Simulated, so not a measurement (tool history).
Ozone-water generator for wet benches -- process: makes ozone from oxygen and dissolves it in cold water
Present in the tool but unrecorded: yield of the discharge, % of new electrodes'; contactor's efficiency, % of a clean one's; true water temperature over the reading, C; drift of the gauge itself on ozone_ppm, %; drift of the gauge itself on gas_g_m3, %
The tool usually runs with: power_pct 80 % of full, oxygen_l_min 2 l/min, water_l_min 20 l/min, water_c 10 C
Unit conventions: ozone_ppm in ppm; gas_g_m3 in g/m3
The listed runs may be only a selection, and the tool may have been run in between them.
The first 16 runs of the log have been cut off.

run	hour	power_pct	oxygen_l_min	water_l_min	water_c	hours of work since the electrodes were changed	hours of work since the contactor was cleaned	hours of work since the thermometer was calibrated	ozone_ppm	gas_g_m3
17	841.5	80	2	20	10	1244	770	1790	19.7	291.5
18	874.3	80	2	20	10	1276	802	1822	19.7	291.8
19	922.3	84	2	20	16	1323	849	1869	19.7	303
20	974.1	54	1.19	19	10	1374	900	1920	13.1	287
21	1019.9	54	1.19	23	12	1419	945	1964	10.5	286.9
22	1073.9	54	1.19	23	12	1472	998	2017	10.4	288
23	1109.6	86	1.19	23	12	1507	1033	2052	14.6	395.5
24	1167.6	57	1.37	14	9	1564	1090	2109	19.8	281.3
25	1205.5	80	2.18	20	6	1601	1127	2146	21	279.5
26	1239.7	44	2	20	10	1635	1161	2180	12.9	190.5
27	1301.4	44	2.68	28	14	1695	1221	2240	9.4	165.5
28	1339.1	80	2.44	18	6	1732	1258	2277	24	264.4
29	1401.7	80	2.44	18	6	1793	1319	2339	23.6	265.9
30	1452.1	69	2.44	25	10	1843	1369	2388	14.9	240.3
31	1483.9	69	2.44	25	10	1874	1400	2419	14.6	240.4
32	1529.1	69	2.1	21	15	1918	1444	2464	16.6	259.1
33	1577.4	80	2	23	10	1966	1492	2511	16.9	296.9
34	1637	80	2.28	14	10	2024	1550	2569	28.7	278.5

Here are 3 independent what-if runs from the current tool condition. What would each one return?
A	1666.6	80	2	20	15	2053	1579	2598	?	?
B	1666.6	84	2.46	14	12	2053	1579	2598	?	?
C	1666.6	63	1.77	20	14	2053	1579	2598	?	?

run	ozone_ppm	gas_g_m3
A	19	293.7
B	29.8	277
C	15.8	264.7
What these runs would have given with no unlogged condition in the tool:
run	ozone_ppm	gas_g_m3
A	19	285.8
B	29.8	269.6
C	15.8	257.7
